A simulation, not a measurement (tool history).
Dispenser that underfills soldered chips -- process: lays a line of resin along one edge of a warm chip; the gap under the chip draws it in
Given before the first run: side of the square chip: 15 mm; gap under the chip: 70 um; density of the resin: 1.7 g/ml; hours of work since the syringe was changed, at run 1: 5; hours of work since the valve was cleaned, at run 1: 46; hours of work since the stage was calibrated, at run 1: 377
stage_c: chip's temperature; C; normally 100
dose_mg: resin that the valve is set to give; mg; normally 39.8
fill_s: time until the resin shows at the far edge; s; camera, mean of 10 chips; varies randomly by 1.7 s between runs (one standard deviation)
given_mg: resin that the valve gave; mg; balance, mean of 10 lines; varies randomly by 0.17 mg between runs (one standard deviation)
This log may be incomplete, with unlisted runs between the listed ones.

run	hour	stage_c	dose_mg	hours of work since the syringe was changed	hours of work since the valve was cleaned	hours of work since the stage was calibrated	fill_s	given_mg
1	0	100	39.8	5	46	377	278.9	37.92
# hour 9.9: new syringe of resin
2	12.3	100	39.8	2	54	386	222.6	37.46
3	19.1	98	39.8	7	59	391	357.3	37.33
# hour 26.8: new syringe of resin
4	30	98	39.8	2	67	398	249.3	37.12
5	36.1	98	39.8	7	71	403	363.6	36.89
6	42.1	98	38.8	11	75	407	506.8	35.58
# hour 44.1: new syringe of resin
7	53	98	38.8	6	83	414	355.8	35.18
# hour 60.9: new syringe of resin
8	62.9	98	38.8	1	90	421	240.8	35.12
9	76.8	100	42.6	11	100	431	469.5	38.18
# hour 77.9: new syringe of resin
10	86.7	100	42.6	6	107	438	303.1	38.1
# hour 94.7: new syringe of resin
11	100.3	100	42.6	4	116	448	266.4	37.35
# hour 111.7: new syringe of resin
12	114.7	100	42.6	2	127	458	228.2	36.92
# hour 122.4: dispensing valve cleaned and set on the balance
# hour 129.6: new syringe of resin
13	130.3	100	42.6	1	5	468	196.7	42.26
14	136.9	87	42.6	5	10	473	528.5	42.19
15	144.7	100	39.8	11	16	479	470.1	39.1
# hour 147.1: new syringe of resin
16	151.5	100	39.8	3	20	483	248.4	39.1
17	163	114	39.8	11	29	491	263.9	38.65
# hour 164.4: new syringe of resin
18	172.9	87	39.8	6	36	498	586.8	38.23
19	179.1	96	37.6	11	40	503	555.4	36.07
# hour 181.2: new syringe of resin
20	187.7	102	37.1	5	46	509	265.4	35.45
# hour 197.8: new syringe of resin
21	201.7	104	34.2	3	56	519	212.8	31.94
22	213.4	104	34.2	11	64	527	422.3	32.01
# hour 214.8: new syringe of resin
23	225.6	104	34.2	8	73	536	327.2	31.4
# hour 231.7: new syringe of resin
24	240.1	104	34.2	6	83	546	289.7	31.28
25	247.2	91	45.3	11	88	551	724.7	41.29
# hour 248.5: new syringe of resin
26	259.4	93	40.4	8	97	559	506.3	36.37
# hour 265.4: new syringe of resin
27	266.7	93	40.4	1	102	564	283.1	36.25
28	272.4	94	37.6	5	106	569	402.7	33.68

Predict the results of run 29:
# hour 283: new syringe of resin
29	285.3	91	36.5	2	115	578	?	?

Logged for run 29: fill_s 360.2 s, given_mg 32.34 mg.
With no hidden state in the tool, this same run would have given fill_s 252.1 s, given_mg 36.55 mg.
